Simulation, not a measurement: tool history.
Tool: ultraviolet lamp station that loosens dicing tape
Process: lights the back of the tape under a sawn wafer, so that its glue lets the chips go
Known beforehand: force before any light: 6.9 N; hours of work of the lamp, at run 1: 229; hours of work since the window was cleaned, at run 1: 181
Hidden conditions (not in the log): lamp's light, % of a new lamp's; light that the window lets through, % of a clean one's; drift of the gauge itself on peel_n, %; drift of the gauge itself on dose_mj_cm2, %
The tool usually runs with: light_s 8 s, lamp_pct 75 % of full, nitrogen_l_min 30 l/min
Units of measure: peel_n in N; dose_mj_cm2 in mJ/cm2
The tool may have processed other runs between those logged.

run,hour,light_s,lamp_pct,nitrogen_l_min,hours of work of the lamp,hours of work since the window was cleaned,peel_n,dose_mj_cm2
1,0.0,8,75,30,229,181,0.454,238
2,14.0,8,75,30,236,187,0.444,242
3,26.7,8,75,30,242,193,0.447,240
4,32.7,8,75,16,245,196,0.728,242
5,46.4,8,75,38,251,203,0.388,238
6,55.9,8,75,38,255,207,0.376,242
7,69.5,8,75,38,262,214,0.382,238
8,78.2,8,69,38,266,218,0.446,218
9,87.1,8,69,38,270,222,0.465,217
10,99.2,8,75,12,276,228,0.869,240
11,112.1,8,75,12,282,234,0.873,242
12,118.9,8,75,30,285,237,0.458,240
13,128.5,4,81,29,290,242,1.385,130
14,135.3,13,87,30,293,245,0.187,452
15,146.5,10,68,30,298,250,0.343,271
16,153.0,10,68,30,301,253,0.352,274
17,164.1,6,81,12,307,258,1.243,195
18,178.2,8,67,34,313,265,0.514,217
19,184.5,10,75,17,316,268,0.428,296
20,191.9,10,75,17,320,271,0.426,296
21,200.5,10,75,26,324,276,0.323,302
22,213.8,8,91,30,330,282,0.311,287
23,222.2,10,68,20,334,286,0.462,271
24,229.6,13,98,33,338,289,0.165,513

Each row is a separate what-if for the run after 24, all from the same tool condition, not one after another. Results?
A,236.8,15,63,10,341,293,?,?
B,236.8,12,66,20,341,293,?,?
C,236.8,15,93,30,341,293,?,?

run,peel_n,dose_mj_cm2
A,0.407,376
B,0.330,317
C,0.173,558
The same runs, with their run-to-run variation unchanged, on a tool lacking any hidden condition would have given:
run,peel_n,dose_mj_cm2
A,0.406,376
B,0.329,318
C,0.173,559
